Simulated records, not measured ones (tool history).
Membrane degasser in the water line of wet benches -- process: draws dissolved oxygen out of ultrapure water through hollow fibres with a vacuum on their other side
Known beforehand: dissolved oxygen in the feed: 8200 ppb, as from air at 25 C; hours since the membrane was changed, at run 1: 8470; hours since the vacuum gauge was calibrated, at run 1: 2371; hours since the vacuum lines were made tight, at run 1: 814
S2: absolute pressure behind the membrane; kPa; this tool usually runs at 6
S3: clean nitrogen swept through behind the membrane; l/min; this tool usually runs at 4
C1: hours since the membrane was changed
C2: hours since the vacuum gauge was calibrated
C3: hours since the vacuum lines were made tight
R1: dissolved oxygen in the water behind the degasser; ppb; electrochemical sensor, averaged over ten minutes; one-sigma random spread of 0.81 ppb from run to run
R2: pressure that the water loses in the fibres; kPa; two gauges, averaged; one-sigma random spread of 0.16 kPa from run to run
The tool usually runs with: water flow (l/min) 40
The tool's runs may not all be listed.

{"run": 1, "day": 0.0, "water flow (l/min)": 40, "S2": 6, "S3": 4, "C1": 8470, "C2": 2371, "C3": 814, "R1": 79.3, "R2": 27.22}
{"run": 2, "day": 9.758, "water flow (l/min)": 40, "S2": 6, "S3": 4, "C1": 8704, "C2": 2606, "C3": 1048, "R1": 79.4, "R2": 27.21}
{"run": 3, "day": 18.208, "water flow (l/min)": 40, "S2": 6, "S3": 4, "C1": 8907, "C2": 2808, "C3": 1251, "R1": 78.1, "R2": 27.27}
{"run": 4, "day": 22.612, "water flow (l/min)": 40, "S2": 6.38, "S3": 4, "C1": 9012, "C2": 2914, "C3": 1356, "R1": 88.7, "R2": 27.55}
{"run": 5, "day": 32.729, "water flow (l/min)": 40, "S2": 6.38, "S3": 4, "C1": 9255, "C2": 3157, "C3": 1599, "R1": 86.3, "R2": 27.43}
{"run": 6, "day": 42.5, "water flow (l/min)": 40, "S2": 6.38, "S3": 4, "C1": 9490, "C2": 3391, "C3": 1834, "R1": 88.4, "R2": 27.44}
{"run": 7, "day": 47.221, "water flow (l/min)": 32, "S2": 6, "S3": 4, "C1": 9603, "C2": 3505, "C3": 1947, "R1": 58.3, "R2": 22.1}
{"run": 8, "day": 54.392, "water flow (l/min)": 34, "S2": 7.77, "S3": 4, "C1": 9775, "C2": 3677, "C3": 2119, "R1": 100, "R2": 23.19}
{"run": 9, "day": 64.65, "water flow (l/min)": 34, "S2": 7.77, "S3": 4, "C1": 10021, "C2": 3923, "C3": 2365, "R1": 99.8, "R2": 23.14}
{"run": 10, "day": 69.196, "water flow (l/min)": 43, "S2": 9.09, "S3": 9.77, "C1": 10130, "C2": 4032, "C3": 2474, "R1": 80.1, "R2": 29.69}
{"run": 11, "day": 75.05, "water flow (l/min)": 32, "S2": 7.12, "S3": 4, "C1": 10271, "C2": 4173, "C3": 2615, "R1": 81.5, "R2": 21.84}
{"run": 12, "day": 84.033, "water flow (l/min)": 32, "S2": 7.12, "S3": 4, "C1": 10486, "C2": 4388, "C3": 2830, "R1": 80.2, "R2": 22.07}
{"run": 13, "day": 91.554, "water flow (l/min)": 36, "S2": 4.07, "S3": 10.3, "C1": 10667, "C2": 4569, "C3": 3011, "R1": 15.8, "R2": 24.85}
{"run": 14, "day": 101.125, "water flow (l/min)": 36, "S2": 4.07, "S3": 10.3, "C1": 10897, "C2": 4798, "C3": 3241, "R1": 15.8, "R2": 25.04}

Per-run results on a tool with no hidden state, each run keeping its own random variation:
Hidden state at play: membrane still open, %; true pressure behind the membrane over the reading, kPa; air that leaks in behind the membrane, l/min; drift of the gauge itself on oxygen_ppb, %; drift of the gauge itself on loss_of_pressure_kpa, %.
run=1 R1=75.9 R2=26.49
run=2 R1=75.8 R2=26.47
run=3 R1=74.2 R2=26.51
run=4 R1=84.7 R2=26.77
run=5 R1=82.1 R2=26.63
run=6 R1=83.8 R2=26.62
run=7 R1=55.4 R2=21.44
run=8 R1=96.5 R2=22.48
run=9 R1=96 R2=22.4
run=10 R1=75.7 R2=28.74
run=11 R1=77.9 R2=21.13
run=12 R1=76.5 R2=21.34
run=13 R1=13 R2=24.02
run=14 R1=12.9 R2=24.18
